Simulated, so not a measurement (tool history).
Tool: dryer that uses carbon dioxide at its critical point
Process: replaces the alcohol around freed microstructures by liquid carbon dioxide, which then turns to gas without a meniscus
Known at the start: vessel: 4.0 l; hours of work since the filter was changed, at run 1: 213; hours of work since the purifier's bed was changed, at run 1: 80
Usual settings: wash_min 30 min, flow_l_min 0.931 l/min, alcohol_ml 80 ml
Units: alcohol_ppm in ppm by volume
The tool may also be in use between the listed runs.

| run | hour | wash_min | flow_l_min | alcohol_ml | hours of work since the filter was changed | hours of work since the purifier's bed was changed | alcohol_ppm |
|---|---|---|---|---|---|---|---|
| 1 | 0.0 | 30 | 0.931 | 80 | 213 | 80 | 72 |
| 2 | 11.0 | 30 | 0.931 | 39 | 217 | 84 | 37 |
| 3 | 18.0 | 30 | 0.931 | 39 | 220 | 87 | 49 |
| 4 | 29.1 | 30 | 0.931 | 39 | 224 | 91 | 48 |
| 5 | 36.9 | 30 | 0.931 | 80 | 227 | 94 | 80 |
| 6 | 49.3 | 30 | 0.931 | 80 | 232 | 99 | 75 |
| 7 | 55.5 | 30 | 0.931 | 80 | 234 | 101 | 79 |
| 8 | 62.3 | 30 | 0.931 | 64 | 237 | 104 | 59 |
| 9 | 74.0 | 30 | 1.065 | 42 | 241 | 108 | 38 |
| 10 | 84.5 | 30 | 0.951 | 113 | 245 | 112 | 96 |
| 11 | 95.4 | 30 | 0.951 | 113 | 250 | 117 | 100 |
| 12 | 108.0 | 30 | 1.289 | 71 | 254 | 122 | 31 |
| 13 | 117.2 | 30 | 1.289 | 71 | 258 | 125 | 25 |
| 14 | 122.5 | 30 | 1.289 | 71 | 260 | 127 | 29 |
| 15 | 132.8 | 36 | 0.926 | 25 | 264 | 131 | 31 |
| 16 | 144.8 | 36 | 0.926 | 25 | 269 | 136 | 32 |

Forecast each of these 4 alternatives for the next run:
| A | 152.8 | 36 | 0.926 | 33 | 272 | 139 | ? |
| B | 152.8 | 47 | 0.931 | 28 | 272 | 139 | ? |
| C | 152.8 | 40 | 0.931 | 90 | 272 | 139 | ? |
| D | 152.8 | 39 | 1.487 | 114 | 272 | 139 | ? |

| run | alcohol_ppm |
|---|---|
| A | 38 |
| B | 24 |
| C | 24 |
| D | 26 |
Without the tool's hidden state the same runs would have given:
| run | alcohol_ppm |
|---|---|
| A | 14 |
| B | 4 |
| C | 0 |
| D | 7 |
